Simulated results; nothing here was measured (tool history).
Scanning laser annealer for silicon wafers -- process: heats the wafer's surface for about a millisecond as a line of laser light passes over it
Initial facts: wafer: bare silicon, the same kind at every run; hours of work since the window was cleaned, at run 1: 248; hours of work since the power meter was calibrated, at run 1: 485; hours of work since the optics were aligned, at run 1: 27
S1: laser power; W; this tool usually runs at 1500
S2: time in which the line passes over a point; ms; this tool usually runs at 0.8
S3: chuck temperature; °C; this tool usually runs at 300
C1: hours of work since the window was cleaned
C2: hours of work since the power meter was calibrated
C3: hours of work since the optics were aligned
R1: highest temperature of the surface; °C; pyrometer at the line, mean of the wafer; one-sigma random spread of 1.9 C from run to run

run   hour    S1     S2   S3   C1   C2   C3    R1
  1      0  1500    0.8  300  248  485   27  1105
  2   22.7  1500   0.94  300  262  499   41  1161
  3     35  1500  0.714  300  269  506   49  1065
  4   59.6  1500    0.8  300  285  521   64  1104
  5   74.8  1500  0.563  300  294  531   73   990
  6   87.7  1500  0.563  300  302  539   81   992
  7   98.6  1500  0.961  300  309  546   88  1167
  8  123.8  1500    0.8  300  324  561  104  1104
  9  135.9  1440    0.8  300  332  569  111  1059
 10  148.9  1440    0.8  300  340  577  119  1060
 11  162.4  1440    0.8  300  348  585  128  1062
 12  175.3  1440    0.8  300  356  593  136  1061
 13    193  1611    0.8  300  367  604  147  1168
 14  210.3  1500    0.8  300  378  615  157  1099
 15  232.9  1500    0.8  300  392  629  171  1094
 16  256.3  1530    0.8  300  406  643  186  1110
 17  270.8  1530    0.8  300  415  652  195  1111
 18    288  1530    0.8  300  426  663  205  1107
 19  303.7  1530    0.8  300  436  672  215  1108
 20  330.5  1530    0.8  300  452  689  232  1108

Run 21, settings as shown, results not yet in. Your forecast:
 21  348.2  1310  0.8  336  463  700  243   ?

R1: 1003 °C
Had the tool carried no hidden state, the very same run would have given R1 1035 °C.
